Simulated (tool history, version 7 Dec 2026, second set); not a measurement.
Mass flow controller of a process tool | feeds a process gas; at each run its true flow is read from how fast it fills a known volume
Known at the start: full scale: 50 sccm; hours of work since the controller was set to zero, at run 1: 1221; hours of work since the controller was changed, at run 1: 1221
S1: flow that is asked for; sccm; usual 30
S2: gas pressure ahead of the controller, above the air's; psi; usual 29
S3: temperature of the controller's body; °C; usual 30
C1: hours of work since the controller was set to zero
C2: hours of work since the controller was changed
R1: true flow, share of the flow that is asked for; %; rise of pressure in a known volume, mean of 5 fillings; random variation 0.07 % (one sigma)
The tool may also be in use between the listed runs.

run,hour,S1,S2,S3,C1,C2,R1
1,0,30,29,30,1221,1221,99.34
2,48.6,30,29,30,1251,1251,99.33
3,118.6,30,29,30,1294,1294,99.23
4,190.4,30,29,30,1338,1338,99.38
5,247,30,29,30,1373,1373,99.33
6,287.5,30,24.7,30,1398,1398,99.15
# hour 291.8: controller's zero set anew
7,361.9,5,29,30,43,1444,101.94
8,431.2,5,29,30,86,1486,102.06
9,466.8,5,29,30,108,1508,102.06
10,506.3,5,29,30,132,1533,102.21
11,554.1,5,26.1,26,162,1562,102.48
12,599.8,13,26.1,37,190,1590,99.09
13,676.4,36,23.1,33,237,1637,99.43
14,730.8,36,23.1,33,270,1671,99.45
# hour 742.6: controller's zero set anew, once more
15,793.3,36,23.1,33,31,1709,98.79
16,849.9,13,22.6,24,66,1744,98.24

5 ways to go on from here, each from the tool as it stands after run 16. What would each give?
A,887.2,13,30.3,24,89,1767,?
B,887.2,8,26.3,26,89,1767,?
C,887.2,34,37,40,89,1767,?
D,887.2,38,23.1,34,89,1767,?
E,887.2,29,26.7,26,89,1767,?

run,R1
A,98.62
B,98.17
C,98.66
D,98.85
E,99.15
Without the tool's hidden state the same runs would have given:
run,R1
A,98.22
B,97.67
C,98.36
D,98.55
E,98.83
